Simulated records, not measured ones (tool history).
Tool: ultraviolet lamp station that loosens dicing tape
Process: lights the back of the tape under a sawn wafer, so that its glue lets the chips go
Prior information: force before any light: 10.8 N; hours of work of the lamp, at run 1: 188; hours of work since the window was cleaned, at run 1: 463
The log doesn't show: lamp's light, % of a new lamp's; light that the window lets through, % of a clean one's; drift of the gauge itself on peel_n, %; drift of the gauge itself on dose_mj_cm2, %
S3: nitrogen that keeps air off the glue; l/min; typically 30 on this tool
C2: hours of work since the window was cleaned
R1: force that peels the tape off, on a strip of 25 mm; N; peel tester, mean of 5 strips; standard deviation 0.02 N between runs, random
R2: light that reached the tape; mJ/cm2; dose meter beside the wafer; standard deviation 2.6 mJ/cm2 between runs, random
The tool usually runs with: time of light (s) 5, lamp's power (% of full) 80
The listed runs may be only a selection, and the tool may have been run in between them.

Run 1, hour 0: usual settings; hours of work of the lamp 188; C2 463. Result: R1 1.501 N, R2 272 mJ/cm2.
Run 2, hour 9.3: usual settings; hours of work of the lamp 196; C2 470. Result: R1 1.425 N, R2 273 mJ/cm2.
Run 3, hour 16.6: usual settings but time of light (s) 3; hours of work of the lamp 201; C2 476. Result: R1 3.162 N, R2 159 mJ/cm2.
Run 4, hour 22.5: usual settings but S3 48 l/min; hours of work of the lamp 206; C2 480. Result: R1 1.342 N, R2 269 mJ/cm2.
Run 5, hour 28.4: usual settings but S3 28 l/min; hours of work of the lamp 210; C2 485. Result: R1 1.544 N, R2 267 mJ/cm2.
Run 6, hour 37.5: usual settings but S3 28 l/min; hours of work of the lamp 217; C2 492. Result: R1 1.571 N, R2 269 mJ/cm2.
Run 7, hour 46.3: usual settings but S3 28 l/min; hours of work of the lamp 224; C2 499. Result: R1 1.577 N, R2 272 mJ/cm2.
Run 8, hour 55.3: usual settings but S3 28 l/min; hours of work of the lamp 231; C2 506. Result: R1 1.586 N, R2 261 mJ/cm2.
Run 9, hour 63.8: usual settings but lamp's power (% of full) 60, S3 28 l/min; hours of work of the lamp 238; C2 512. Result: R1 2.537 N, R2 202 mJ/cm2.
Run 10, hour 68.1: usual settings but time of light (s) 8, lamp's power (% of full) 91, S3 12 l/min; hours of work of the lamp 241; C2 515. Result: R1 0.616 N, R2 487 mJ/cm2.
Run 11, hour 75.6: usual settings but lamp's power (% of full) 94, S3 33 l/min; hours of work of the lamp 247; C2 521. Result: R1 1.121 N, R2 316 mJ/cm2.
Run 12, hour 84.6: usual settings but lamp's power (% of full) 94, S3 11 l/min; hours of work of the lamp 254; C2 528. Result: R1 1.633 N, R2 308 mJ/cm2.
Run 13, hour 89.4: usual settings but time of light (s) 6, lamp's power (% of full) 60, S3 11 l/min; hours of work of the lamp 257; C2 532. Result: R1 2.584 N, R2 237 mJ/cm2.
Run 14, hour 96: usual settings but lamp's power (% of full) 98, S3 46 l/min; hours of work of the lamp 263; C2 537. Result: R1 0.901 N, R2 320 mJ/cm2.
Run 15, hour 104.1: usual settings but lamp's power (% of full) 98, S3 46 l/min; hours of work of the lamp 269; C2 543. Result: R1 0.939 N, R2 321 mJ/cm2.
Run 16, hour 113.3: usual settings but time of light (s) 4; hours of work of the lamp 276; C2 550. Result: R1 2.297 N, R2 207 mJ/cm2.
Run 17, hour 121.6: usual settings but time of light (s) 7, S3 12 l/min; hours of work of the lamp 282; C2 557. Result: R1 1.217 N, R2 362 mJ/cm2.

4 options for the next run, each taken on its own from the tool as it stands now. Forecast them:
Run A, hour 126.5: usual settings but time of light (s) 9, lamp's power (% of full) 61, S3 45 l/min; hours of work of the lamp 286; C2 561. Result: R1 ?, R2 ?.
Run B, hour 126.5: usual settings but time of light (s) 7, lamp's power (% of full) 68; hours of work of the lamp 286; C2 561. Result: R1 ?, R2 ?.
Run C, hour 126.5: usual settings but time of light (s) 3, lamp's power (% of full) 82, S3 11 l/min; hours of work of the lamp 286; C2 561. Result: R1 ?, R2 ?.
Run D, hour 126.5: usual settings but lamp's power (% of full) 73, S3 14 l/min; hours of work of the lamp 286; C2 561. Result: R1 ?, R2 ?.

run     R1   R2
  A   0.73  356
  B  1.131  305
  C  4.208  158
  D  2.402  232
Without the tool's unlogged condition, the same runs would have read:
run     R1   R2
  A  0.386  454
  B  0.645  388
  C  3.245  201
  D  1.613  298
